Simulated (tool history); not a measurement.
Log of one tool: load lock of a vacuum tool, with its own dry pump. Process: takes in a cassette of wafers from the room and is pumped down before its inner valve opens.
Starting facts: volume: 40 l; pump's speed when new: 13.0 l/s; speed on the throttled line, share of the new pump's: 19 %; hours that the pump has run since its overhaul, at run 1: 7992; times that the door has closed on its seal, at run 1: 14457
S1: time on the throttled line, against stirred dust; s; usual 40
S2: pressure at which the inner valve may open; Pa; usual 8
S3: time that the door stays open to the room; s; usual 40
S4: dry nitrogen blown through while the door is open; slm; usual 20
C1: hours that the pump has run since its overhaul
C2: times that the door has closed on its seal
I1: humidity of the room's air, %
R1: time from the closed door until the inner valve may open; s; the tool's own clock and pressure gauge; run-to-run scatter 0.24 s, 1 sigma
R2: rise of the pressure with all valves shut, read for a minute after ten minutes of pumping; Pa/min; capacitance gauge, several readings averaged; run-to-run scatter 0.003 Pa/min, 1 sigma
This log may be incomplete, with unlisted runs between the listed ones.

| run | hour | S1 | S2 | S3 | S4 | C1 | C2 | I1 | R1 | R2 |
|---|---|---|---|---|---|---|---|---|---|---|
| 1 | 0.0 | 40 | 8 | 40 | 20 | 7992 | 14457 | 44.6 | 64.0 | 0.100 |
| 2 | 76.1 | 40 | 8 | 40 | 20 | 8068 | 14806 | 45.6 | 63.8 | 0.103 |
| 3 | 146.0 | 40 | 8 | 40 | 20 | 8138 | 15126 | 41.4 | 63.4 | 0.107 |
| 4 | 230.8 | 40 | 8 | 40 | 20 | 8223 | 15515 | 47.8 | 64.0 | 0.106 |
| 5 | 294.3 | 40 | 8 | 40 | 20 | 8286 | 15806 | 42.9 | 63.9 | 0.112 |
| 6 | 344.3 | 40 | 8 | 40 | 20 | 8336 | 16036 | 43.1 | 64.3 | 0.107 |
| 7 | 407.0 | 40 | 8 | 40 | 20 | 8399 | 16323 | 47.3 | 64.0 | 0.111 |
| 8 | 463.2 | 40 | 9 | 40 | 20 | 8455 | 16581 | 43.1 | 63.5 | 0.110 |
| 9 | 555.5 | 40 | 8 | 40 | 20 | 8548 | 17004 | 42.8 | 64.7 | 0.115 |
| 10 | 620.4 | 40 | 8 | 40 | 20 | 8612 | 17301 | 44.3 | 64.4 | 0.121 |
| 11 | 701.0 | 40 | 8 | 40 | 20 | 8693 | 17671 | 46.8 | 63.5 | 0.122 |
| 12 | 791.7 | 40 | 8 | 40 | 20 | 8784 | 18087 | 48.1 | 64.4 | 0.126 |
| 13 | 848.0 | 40 | 8 | 40 | 20 | 8840 | 18345 | 44.9 | 64.3 | 0.132 |
| 14 | 934.1 | 40 | 8 | 40 | 20 | 8926 | 18740 | 46.6 | 64.1 | 0.138 |
| 15 | 979.8 | 31 | 8 | 40 | 20 | 8972 | 18950 | 42.0 | 56.9 | 0.126 |
| 16 | 1066.1 | 31 | 8 | 40 | 20 | 9058 | 19345 | 48.1 | 57.1 | 0.141 |
| 17 | 1161.8 | 31 | 8 | 40 | 20 | 9154 | 19784 | 41.4 | 57.3 | 0.145 |
| 18 | 1213.4 | 31 | 8 | 40 | 20 | 9205 | 20021 | 47.6 | 57.4 | 0.142 |
| 19 | 1288.2 | 40 | 16 | 40 | 20 | 9280 | 20364 | 48.0 | 61.7 | 0.145 |
| 20 | 1345.7 | 40 | 16 | 40 | 20 | 9338 | 20628 | 44.9 | 61.8 | 0.151 |
| 21 | 1385.7 | 68 | 7 | 173 | 20 | 9378 | 20811 | 44.8 | 86.7 | 0.166 |
| 22 | 1455.4 | 68 | 7 | 173 | 20 | 9447 | 21130 | 43.3 | 87.4 | 0.162 |
| 23 | 1508.2 | 79 | 7 | 173 | 13 | 9500 | 21372 | 42.3 | 95.2 | 0.172 |
| 24 | 1557.7 | 79 | 9 | 173 | 13 | 9550 | 21600 | 42.8 | 94.9 | 0.170 |
| 25 | 1618.0 | 79 | 9 | 173 | 13 | 9610 | 21876 | 43.9 | 95.0 | 0.178 |
| 26 | 1714.8 | 77 | 9 | 173 | 29 | 9707 | 22320 | 44.8 | 93.3 | 0.170 |
| 27 | 1758.7 | 77 | 9 | 173 | 29 | 9751 | 22521 | 44.8 | 92.9 | 0.161 |
| 28 | 1825.7 | 40 | 8 | 40 | 24 | 9818 | 22828 | 45.4 | 64.5 | 0.165 |
| 29 | 1901.3 | 64 | 9 | 141 | 6 | 9893 | 23175 | 45.6 | 83.0 | 0.198 |
| 30 | 1968.6 | 25 | 14 | 76 | 20 | 9961 | 23484 | 44.8 | 50.2 | 0.177 |
| 31 | 2021.6 | 25 | 14 | 76 | 24 | 10014 | 23727 | 44.5 | 50.5 | 0.183 |
| 32 | 2074.0 | 29 | 9 | 134 | 6 | 10066 | 23967 | 44.0 | 55.2 | 0.207 |
| 33 | 2146.1 | 35 | 8 | 40 | 19 | 10138 | 24297 | 48.7 | 60.8 | 0.184 |
| 34 | 2188.3 | 35 | 8 | 40 | 19 | 10180 | 24491 | 46.4 | 60.5 | 0.185 |
| 35 | 2281.5 | 64 | 9 | 145 | 30 | 10274 | 24919 | 43.8 | 82.8 | 0.191 |
| 36 | 2375.8 | 57 | 6 | 200 | 14 | 10368 | 25351 | 43.5 | 78.6 | 0.214 |

How would selected steps in R1 from run to run divide? Give the signed amount a tool lacking its hidden state would still show from settings, what came in and random variation, and the signed amount left for the hidden state, including any gauge scatter that is not in both of the compared results.
Hidden state at play: pump's speed, % of a new pump's; leak at the door's seal, Pa l/s; drift of the gauge itself on ready_s, %; drift of the gauge itself on rise_pa_min, %.
Run 20 -> 21: S1 40 -> 68, S2 16 -> 7, S3 40 -> 173. R1 +24.9 s: hidden state -0.1, all else +25.0.
Run 27 -> 28: S1 77 -> 40, S2 9 -> 8, S3 173 -> 40, S4 29 -> 24. R1 -28.4 s: hidden state +0.9, all else -29.3.
Run 29 -> 30: S1 64 -> 25, S2 9 -> 14, S3 141 -> 76, S4 6 -> 20. R1 -32.8 s: hidden state +0.6, all else -33.4.
Run 34 -> 35: S1 35 -> 64, S2 8 -> 9, S3 40 -> 145, S4 19 -> 30. R1 +22.3 s: hidden state -0.8, all else +23.1.
